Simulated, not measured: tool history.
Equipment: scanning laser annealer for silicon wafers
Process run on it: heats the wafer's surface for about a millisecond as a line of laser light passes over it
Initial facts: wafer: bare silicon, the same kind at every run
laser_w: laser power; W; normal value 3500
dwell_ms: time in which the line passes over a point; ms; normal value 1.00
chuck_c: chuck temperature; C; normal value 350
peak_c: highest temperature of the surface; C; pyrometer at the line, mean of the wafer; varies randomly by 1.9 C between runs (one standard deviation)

run 1 hour=0.0 | laser_w=3500 dwell_ms=1.00 chuck_c=350 | peak_c=1187
run 2 hour=9.4 | laser_w=3500 dwell_ms=1.00 chuck_c=350 | peak_c=1184
run 3 hour=16.7 | laser_w=3500 dwell_ms=1.00 chuck_c=350 | peak_c=1179
run 4 hour=31.4 | laser_w=3500 dwell_ms=1.00 chuck_c=350 | peak_c=1181
run 5 hour=41.0 | laser_w=3083 dwell_ms=1.00 chuck_c=350 | peak_c=1075
run 6 hour=56.0 | laser_w=3083 dwell_ms=1.00 chuck_c=350 | peak_c=1073
run 7 hour=67.8 | laser_w=3083 dwell_ms=1.00 chuck_c=350 | peak_c=1072
run 8 hour=75.4 | laser_w=3083 dwell_ms=1.00 chuck_c=321 | peak_c=1045
run 9 hour=85.7 | laser_w=3439 dwell_ms=1.00 chuck_c=321 | peak_c=1137
run 10 hour=97.8 | laser_w=3439 dwell_ms=1.00 chuck_c=386 | peak_c=1205
run 11 hour=106.6 | laser_w=3850 dwell_ms=1.00 chuck_c=350 | peak_c=1277
run 12 hour=122.7 | laser_w=3043 dwell_ms=1.05 chuck_c=342 | peak_c=1075
run 13 hour=132.7 | laser_w=3043 dwell_ms=1.05 chuck_c=350 | peak_c=1082

Alternative continuations, all from the tool just after run 13; predict every row:
run A hour=142.5 | laser_w=3591 dwell_ms=1.05 chuck_c=368 | peak_c=?
run B hour=142.5 | laser_w=3409 dwell_ms=0.87 chuck_c=329 | peak_c=?
run C hour=142.5 | laser_w=3500 dwell_ms=1.19 chuck_c=350 | peak_c=?
run D hour=142.5 | laser_w=3500 dwell_ms=0.91 chuck_c=350 | peak_c=?

run=A peak_c=1244
run=B peak_c=1082
run=C peak_c=1264
run=D peak_c=1146
The same runs, with their run-to-run variation unchanged, on a tool lacking any hidden condition would have given:
run=A peak_c=1244
run=B peak_c=1082
run=C peak_c=1264
run=D peak_c=1146
